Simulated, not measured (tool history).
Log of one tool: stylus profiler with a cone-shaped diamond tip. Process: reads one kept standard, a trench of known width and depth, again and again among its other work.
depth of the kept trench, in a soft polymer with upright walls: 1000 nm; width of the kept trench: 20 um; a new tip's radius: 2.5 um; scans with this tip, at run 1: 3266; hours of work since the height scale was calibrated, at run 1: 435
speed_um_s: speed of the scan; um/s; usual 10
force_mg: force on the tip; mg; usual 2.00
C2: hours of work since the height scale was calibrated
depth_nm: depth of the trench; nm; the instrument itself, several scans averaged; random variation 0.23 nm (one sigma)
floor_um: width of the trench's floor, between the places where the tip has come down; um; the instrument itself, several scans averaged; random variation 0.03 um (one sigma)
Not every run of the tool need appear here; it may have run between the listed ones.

{"run": 1, "hour": 0.0, "speed_um_s": 10, "force_mg": 2.0, "scans with this tip": 3266, "C2": 435, "depth_nm": 1011.64, "floor_um": 15.94}
{"run": 2, "hour": 63.6, "speed_um_s": 24, "force_mg": 2.0, "scans with this tip": 3498, "C2": 466, "depth_nm": 1011.79, "floor_um": 15.9}
{"run": 3, "hour": 196.2, "speed_um_s": 9, "force_mg": 2.0, "scans with this tip": 3983, "C2": 531, "depth_nm": 1011.76, "floor_um": 15.94}
{"run": 4, "hour": 318.6, "speed_um_s": 9, "force_mg": 2.0, "scans with this tip": 4430, "C2": 590, "depth_nm": 1011.61, "floor_um": 15.9}
{"run": 5, "hour": 396.9, "speed_um_s": 10, "force_mg": 5.62, "scans with this tip": 4716, "C2": 628, "depth_nm": 1022.96, "floor_um": 15.96}
{"run": 6, "hour": 462.6, "speed_um_s": 10, "force_mg": 2.0, "scans with this tip": 4956, "C2": 660, "depth_nm": 1011.62, "floor_um": 15.99}
{"run": 7, "hour": 529.5, "speed_um_s": 10, "force_mg": 2.0, "scans with this tip": 5200, "C2": 693, "depth_nm": 1011.41, "floor_um": 15.98}
{"run": 8, "hour": 661.9, "speed_um_s": 10, "force_mg": 2.0, "scans with this tip": 5684, "C2": 757, "depth_nm": 1011.51, "floor_um": 16.0}
{"run": 9, "hour": 733.5, "speed_um_s": 10, "force_mg": 2.0, "scans with this tip": 5946, "C2": 792, "depth_nm": 1011.4, "floor_um": 15.99}
{"run": 10, "hour": 790.7, "speed_um_s": 10, "force_mg": 2.0, "scans with this tip": 6155, "C2": 820, "depth_nm": 1011.42, "floor_um": 15.94}
{"run": 11, "hour": 873.0, "speed_um_s": 10, "force_mg": 2.0, "scans with this tip": 6455, "C2": 860, "depth_nm": 1011.64, "floor_um": 15.94}
{"run": 12, "hour": 961.4, "speed_um_s": 10, "force_mg": 2.0, "scans with this tip": 6779, "C2": 903, "depth_nm": 1011.44, "floor_um": 15.92}
{"run": 13, "hour": 1043.9, "speed_um_s": 10, "force_mg": 2.0, "scans with this tip": 7080, "C2": 943, "depth_nm": 1011.39, "floor_um": 15.91}
{"run": 14, "hour": 1135.0, "speed_um_s": 10, "force_mg": 2.0, "scans with this tip": 7413, "C2": 988, "depth_nm": 1011.01, "floor_um": 15.94}
{"run": 15, "hour": 1262.4, "speed_um_s": 10, "force_mg": 2.0, "scans with this tip": 7879, "C2": 1050, "depth_nm": 1011.23, "floor_um": 15.95}
{"run": 16, "hour": 1360.1, "speed_um_s": 10, "force_mg": 1.77, "scans with this tip": 8235, "C2": 1097, "depth_nm": 1010.49, "floor_um": 15.89}
{"hour": 1401.0, "done": "new tip fitted, height scale calibrated"}
{"run": 17, "hour": 1469.3, "speed_um_s": 10, "force_mg": 1.77, "scans with this tip": 249, "C2": 33, "depth_nm": 1010.68, "floor_um": 15.98}
{"run": 18, "hour": 1548.3, "speed_um_s": 10, "force_mg": 1.77, "scans with this tip": 538, "C2": 72, "depth_nm": 1009.89, "floor_um": 15.95}
{"run": 19, "hour": 1648.3, "speed_um_s": 10, "force_mg": 1.77, "scans with this tip": 903, "C2": 120, "depth_nm": 1010.53, "floor_um": 16.04}
{"run": 20, "hour": 1741.7, "speed_um_s": 10, "force_mg": 1.77, "scans with this tip": 1244, "C2": 166, "depth_nm": 1010.6, "floor_um": 15.96}
{"run": 21, "hour": 1854.6, "speed_um_s": 10, "force_mg": 3.01, "scans with this tip": 1657, "C2": 221, "depth_nm": 1014.79, "floor_um": 15.94}
{"run": 22, "hour": 1954.7, "speed_um_s": 10, "force_mg": 3.01, "scans with this tip": 2022, "C2": 270, "depth_nm": 1014.87, "floor_um": 15.95}
{"run": 23, "hour": 2011.2, "speed_um_s": 10, "force_mg": 0.75, "scans with this tip": 2229, "C2": 297, "depth_nm": 1005.59, "floor_um": 15.91}
{"run": 24, "hour": 2139.7, "speed_um_s": 10, "force_mg": 0.75, "scans with this tip": 2699, "C2": 360, "depth_nm": 1005.99, "floor_um": 15.93}
{"run": 25, "hour": 2223.3, "speed_um_s": 10, "force_mg": 4.77, "scans with this tip": 3004, "C2": 400, "depth_nm": 1020.79, "floor_um": 15.96}
{"run": 26, "hour": 2345.8, "speed_um_s": 21, "force_mg": 3.81, "scans with this tip": 3452, "C2": 460, "depth_nm": 1017.63, "floor_um": 15.94}
{"run": 27, "hour": 2444.4, "speed_um_s": 30, "force_mg": 1.69, "scans with this tip": 3812, "C2": 508, "depth_nm": 1010.05, "floor_um": 15.81}
{"run": 28, "hour": 2544.2, "speed_um_s": 37, "force_mg": 2.29, "scans with this tip": 4177, "C2": 557, "depth_nm": 1012.66, "floor_um": 15.84}
{"run": 29, "hour": 2603.9, "speed_um_s": 37, "force_mg": 2.29, "scans with this tip": 4395, "C2": 586, "depth_nm": 1012.47, "floor_um": 15.82}
{"run": 30, "hour": 2708.3, "speed_um_s": 12, "force_mg": 2.33, "scans with this tip": 4776, "C2": 636, "depth_nm": 1013.23, "floor_um": 15.95}
{"run": 31, "hour": 2808.9, "speed_um_s": 2, "force_mg": 4.67, "scans with this tip": 5144, "C2": 685, "depth_nm": 1020.16, "floor_um": 15.94}
{"run": 32, "hour": 2876.9, "speed_um_s": 10, "force_mg": 3.26, "scans with this tip": 5392, "C2": 718, "depth_nm": 1015.93, "floor_um": 15.91}
{"run": 33, "hour": 2995.5, "speed_um_s": 11, "force_mg": 2.78, "scans with this tip": 5826, "C2": 776, "depth_nm": 1014.48, "floor_um": 15.93}
{"run": 34, "hour": 3092.7, "speed_um_s": 6, "force_mg": 4.05, "scans with this tip": 6181, "C2": 823, "depth_nm": 1018.12, "floor_um": 15.98}
{"run": 35, "hour": 3193.0, "speed_um_s": 35, "force_mg": 3.91, "scans with this tip": 6547, "C2": 872, "depth_nm": 1018.12, "floor_um": 15.94}
{"run": 36, "hour": 3278.4, "speed_um_s": 7, "force_mg": 2.14, "scans with this tip": 6859, "C2": 914, "depth_nm": 1012.42, "floor_um": 15.97}
{"run": 37, "hour": 3365.1, "speed_um_s": 5, "force_mg": 5.59, "scans with this tip": 7176, "C2": 956, "depth_nm": 1022.88, "floor_um": 16.01}
{"run": 38, "hour": 3462.2, "speed_um_s": 3, "force_mg": 0.9, "scans with this tip": 7531, "C2": 1003, "depth_nm": 1006.62, "floor_um": 15.98}
{"run": 39, "hour": 3574.2, "speed_um_s": 12, "force_mg": 3.84, "scans with this tip": 7940, "C2": 1058, "depth_nm": 1017.48, "floor_um": 15.96}
{"run": 40, "hour": 3633.4, "speed_um_s": 5, "force_mg": 2.0, "scans with this tip": 8156, "C2": 1087, "depth_nm": 1011.63, "floor_um": 15.91}
{"hour": 3696.8, "done": "new tip fitted, height scale calibrated"}
{"run": 41, "hour": 3728.7, "speed_um_s": 25, "force_mg": 4.48, "scans with this tip": 116, "C2": 16, "depth_nm": 1019.36, "floor_um": 15.91}
{"run": 42, "hour": 3844.4, "speed_um_s": 3, "force_mg": 0.78, "scans with this tip": 539, "C2": 72, "depth_nm": 1006.37, "floor_um": 15.99}
{"run": 43, "hour": 3953.4, "speed_um_s": 2, "force_mg": 3.71, "scans with this tip": 937, "C2": 125, "depth_nm": 1017.44, "floor_um": 15.92}
{"run": 44, "hour": 4038.4, "speed_um_s": 4, "force_mg": 4.56, "scans with this tip": 1248, "C2": 166, "depth_nm": 1020.18, "floor_um": 16.0}

For each entry between runs, how does the tool's hidden state at the last listed run before it compare with that at the first listed run after it?
In the gap between runs 16 and 17: new tip fitted, height scale calibrated (hour 1401.0)
  radius of the tip, um: 2.54 -> 2.5; height scale over the true one, %: -0.004 -> 0
  measured minus no-state result, floor_um: -0.04 -> +0.00 um
In the gap between runs 40 and 41: new tip fitted, height scale calibrated (hour 3696.8)
  radius of the tip, um: 2.54 -> 2.5; height scale over the true one, %: -0.004 -> 0
  measured minus no-state result, floor_um: -0.04 -> +0.00 um
